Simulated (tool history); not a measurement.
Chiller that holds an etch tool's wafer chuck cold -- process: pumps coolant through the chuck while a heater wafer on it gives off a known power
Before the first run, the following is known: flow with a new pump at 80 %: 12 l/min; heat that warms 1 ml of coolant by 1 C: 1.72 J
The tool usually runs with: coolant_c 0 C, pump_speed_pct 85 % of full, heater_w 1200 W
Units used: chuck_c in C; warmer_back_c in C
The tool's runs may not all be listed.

| run | hour | coolant_c | pump_speed_pct | heater_w | chuck_c | warmer_back_c |
|---|---|---|---|---|---|---|
| 1 | 0.0 | 0 | 85 | 1200 | 12.6 | 3.28 |
| 2 | 58.5 | -5 | 85 | 1200 | 7.4 | 3.26 |
| 3 | 101.8 | -5 | 85 | 1200 | 7.4 | 3.30 |
| 4 | 154.4 | -5 | 85 | 1200 | 7.4 | 3.24 |
| 5 | 205.4 | 0 | 76 | 1200 | 13.3 | 3.53 |
| 6 | 248.8 | 0 | 76 | 1200 | 13.3 | 3.56 |
| 7 | 301.7 | 0 | 76 | 1200 | 13.2 | 3.53 |
| 8 | 346.7 | 0 | 84 | 1200 | 12.4 | 3.18 |
| 9 | 389.6 | 6 | 84 | 1155 | 18.1 | 2.97 |

Expected results for the next run?
| 10 | 443.4 | 8 | 67 | 1155 | ? | ? |

Logged for run 10: chuck_c 21.5 C, warmer_back_c 3.77 C.
Take away the tool's hidden state, keep the run-to-run variation as it was, and the same run would have given chuck_c 21.5 C, warmer_back_c 3.98 C.

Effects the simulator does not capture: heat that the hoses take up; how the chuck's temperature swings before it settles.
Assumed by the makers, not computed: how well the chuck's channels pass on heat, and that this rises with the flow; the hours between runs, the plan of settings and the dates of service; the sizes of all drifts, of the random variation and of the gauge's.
